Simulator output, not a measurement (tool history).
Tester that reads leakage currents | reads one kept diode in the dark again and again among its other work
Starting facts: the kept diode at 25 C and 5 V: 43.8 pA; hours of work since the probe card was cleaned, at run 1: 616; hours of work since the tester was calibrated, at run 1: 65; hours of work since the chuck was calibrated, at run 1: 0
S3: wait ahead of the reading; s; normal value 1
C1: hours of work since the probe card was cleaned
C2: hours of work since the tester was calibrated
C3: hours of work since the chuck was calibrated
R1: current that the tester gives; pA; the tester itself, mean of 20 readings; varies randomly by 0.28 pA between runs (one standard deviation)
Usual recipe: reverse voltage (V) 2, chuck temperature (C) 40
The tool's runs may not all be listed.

{"run": 1, "hour": 0.0, "reverse voltage (V)": 2, "chuck temperature (C)": 40, "S3": 1, "C1": 616, "C2": 65, "C3": 0, "R1": 93.08}
{"run": 2, "hour": 24.4, "reverse voltage (V)": 2, "chuck temperature (C)": 40, "S3": 1, "C1": 628, "C2": 77, "C3": 12, "R1": 93.93}
{"run": 3, "hour": 45.1, "reverse voltage (V)": 2, "chuck temperature (C)": 22, "S3": 1, "C1": 638, "C2": 87, "C3": 23, "R1": 21.54}
{"run": 4, "hour": 64.6, "reverse voltage (V)": 2, "chuck temperature (C)": 22, "S3": 4.37, "C1": 648, "C2": 97, "C3": 32, "R1": 21.44}
{"run": 5, "hour": 86.8, "reverse voltage (V)": 2, "chuck temperature (C)": 40, "S3": 0.35, "C1": 659, "C2": 108, "C3": 43, "R1": 93.89}
{"run": 6, "hour": 116.3, "reverse voltage (V)": 2, "chuck temperature (C)": 40, "S3": 1, "C1": 674, "C2": 123, "C3": 58, "R1": 93.27}
{"run": 7, "hour": 147.7, "reverse voltage (V)": 2, "chuck temperature (C)": 40, "S3": 1, "C1": 689, "C2": 138, "C3": 74, "R1": 93.54}
{"run": 8, "hour": 170.0, "reverse voltage (V)": 2, "chuck temperature (C)": 40, "S3": 1, "C1": 701, "C2": 150, "C3": 85, "R1": 94.21}
{"run": 9, "hour": 195.2, "reverse voltage (V)": 2, "chuck temperature (C)": 40, "S3": 1, "C1": 713, "C2": 162, "C3": 97, "R1": 94.35}
{"run": 10, "hour": 223.4, "reverse voltage (V)": 2, "chuck temperature (C)": 24, "S3": 1, "C1": 727, "C2": 176, "C3": 112, "R1": 25.55}
{"run": 11, "hour": 256.5, "reverse voltage (V)": 1.56, "chuck temperature (C)": 40, "S3": 1, "C1": 744, "C2": 193, "C3": 128, "R1": 82.71}
{"run": 12, "hour": 281.9, "reverse voltage (V)": 2, "chuck temperature (C)": 28, "S3": 1, "C1": 756, "C2": 205, "C3": 141, "R1": 35.87}
{"run": 13, "hour": 309.8, "reverse voltage (V)": 2, "chuck temperature (C)": 40, "S3": 1, "C1": 770, "C2": 219, "C3": 155, "R1": 94.53}
{"run": 14, "hour": 334.9, "reverse voltage (V)": 2, "chuck temperature (C)": 40, "S3": 1, "C1": 783, "C2": 232, "C3": 167, "R1": 94.72}
{"run": 15, "hour": 366.4, "reverse voltage (V)": 2, "chuck temperature (C)": 40, "S3": 1, "C1": 799, "C2": 248, "C3": 183, "R1": 94.56}
{"run": 16, "hour": 387.1, "reverse voltage (V)": 1.69, "chuck temperature (C)": 58, "S3": 1.89, "C1": 809, "C2": 258, "C3": 193, "R1": 327.21}
{"run": 17, "hour": 405.9, "reverse voltage (V)": 1.69, "chuck temperature (C)": 58, "S3": 1.89, "C1": 818, "C2": 267, "C3": 203, "R1": 324.46}
{"run": 18, "hour": 423.6, "reverse voltage (V)": 1.69, "chuck temperature (C)": 58, "S3": 1.89, "C1": 827, "C2": 276, "C3": 212, "R1": 329}
{"run": 19, "hour": 438.4, "reverse voltage (V)": 1.69, "chuck temperature (C)": 58, "S3": 1.89, "C1": 835, "C2": 284, "C3": 219, "R1": 326.59}
{"run": 20, "hour": 451.8, "reverse voltage (V)": 1.69, "chuck temperature (C)": 58, "S3": 1.89, "C1": 841, "C2": 290, "C3": 226, "R1": 326.04}
{"run": 21, "hour": 470.9, "reverse voltage (V)": 1.69, "chuck temperature (C)": 58, "S3": 1.89, "C1": 851, "C2": 300, "C3": 235, "R1": 328.79}
{"run": 22, "hour": 490.7, "reverse voltage (V)": 1.77, "chuck temperature (C)": 58, "S3": 1.89, "C1": 861, "C2": 310, "C3": 245, "R1": 336.82}
{"run": 23, "hour": 516.2, "reverse voltage (V)": 1.77, "chuck temperature (C)": 58, "S3": 1.89, "C1": 873, "C2": 322, "C3": 258, "R1": 336.6}
{"run": 24, "hour": 539.7, "reverse voltage (V)": 2, "chuck temperature (C)": 40, "S3": 6.04, "C1": 885, "C2": 334, "C3": 270, "R1": 95.09}

For run 25, what comes out?
{"run": 25, "hour": 557.2, "reverse voltage (V)": 5.02, "chuck temperature (C)": 44, "S3": 2.43, "C1": 894, "C2": 343, "C3": 278, "R1": "?"}

{"run 25": {"R1": 210.45}}
Without the tool's hidden state the same run would have given R1 205.36 pA.
